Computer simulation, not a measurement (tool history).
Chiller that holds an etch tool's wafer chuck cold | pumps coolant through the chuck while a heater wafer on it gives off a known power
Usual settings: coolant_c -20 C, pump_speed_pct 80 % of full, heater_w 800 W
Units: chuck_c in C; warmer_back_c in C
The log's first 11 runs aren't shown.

run    hour  coolant_c  pump_speed_pct  heater_w  hours since the coolant was changed and the channels were flushed  hours since the pump was overhauled  hours since the chiller's thermometer was calibrated  chuck_c  warmer_back_c
 12   672.2        -20              80       420                                                                572                                 1953                                                   958   -16.27           1.57
 13   749.1        -20              80      1122                                                                648                                 2029                                                  1035    -9.87           4.35
 14   832.5        -12              80       800                                                                732                                 2113                                                  1118    -4.81           3.04
 15   923.3        -12              80       800                                                                823                                 2204                                                  1209    -4.79           3.03
 16  1014.4        -12              62       800                                                                914                                 2295                                                  1300    -3.52           4.07
 17  1067.0        -21              62      1035                                                                966                                 2347                                                  1353   -10.03           5.25
 18  1144.3        -21              82       577                                                               1044                                 2425                                                  1430   -15.85           2.07
 19  1184.7        -20              86      1193                                                               1084                                 2465                                                  1470    -9.74           4.15
 20  1273.2        -19              80      1100                                                               1173                                 2554                                                  1559    -9.09           4.17
 21  1338.3        -20              61       800                                                               1238                                 2619                                                  1624   -11.32           4.06
 22  1383.1        -20              80       635                                                               1282                                 2663                                                  1669   -14.32           2.33
 23  1460.6        -25              94       635                                                               1360                                 2741                                                  1746   -19.81           1.90
 24  1505.2        -17              99       752                                                               1405                                 2786                                                  1791   -11.14           2.13
 25  1546.7        -20              84       800                                                               1446                                 2827                                                  1832   -13.00           2.79
 26  1591.1        -13              94       676                                                               1490                                 2871                                                  1877    -7.43           2.02
 27  1651.4        -13              94       676                                                               1551                                 2932                                                  1937    -7.43           2.03
 28  1732.4        -13              94       676                                                               1632                                 3013                                                  2018    -7.52           1.96
 29  1814.1        -25              97       676                                                               1713                                 3094                                                  2100   -19.56           1.91
 30  1905.8        -25              97       676                                                               1805                                 3186                                                  2191   -19.56           1.90
 31  1958.3        -27              64       994                                                               1858                                 3239                                                  2244   -16.62           4.75
 32  2031.0        -27              64       994                                                               1930                                 3311                                                  2317   -16.65           4.74

4 ways to go on from here, each from the tool as it stands after run 32. What would each give?
  A  2103.7        -23              64       714                                                               2003                                 3384                                                  2389        ?              ?
  B  2103.7        -24              80       800                                                               2003                                 3384                                                  2389        ?              ?
  C  2103.7        -20              71       800                                                               2003                                 3384                                                  2389        ?              ?
  D  2103.7        -16              68       924                                                               2003                                 3384                                                  2389        ?              ?

run  chuck_c  warmer_back_c
  A   -15.65           3.32
  B   -16.69           2.87
  C   -12.21           3.31
  D    -6.70           4.08
Without the tool's hidden state the same runs would have given:
run  chuck_c  warmer_back_c
  A   -15.66           3.61
  B   -16.70           3.16
  C   -12.22           3.60
  D    -6.71           4.37
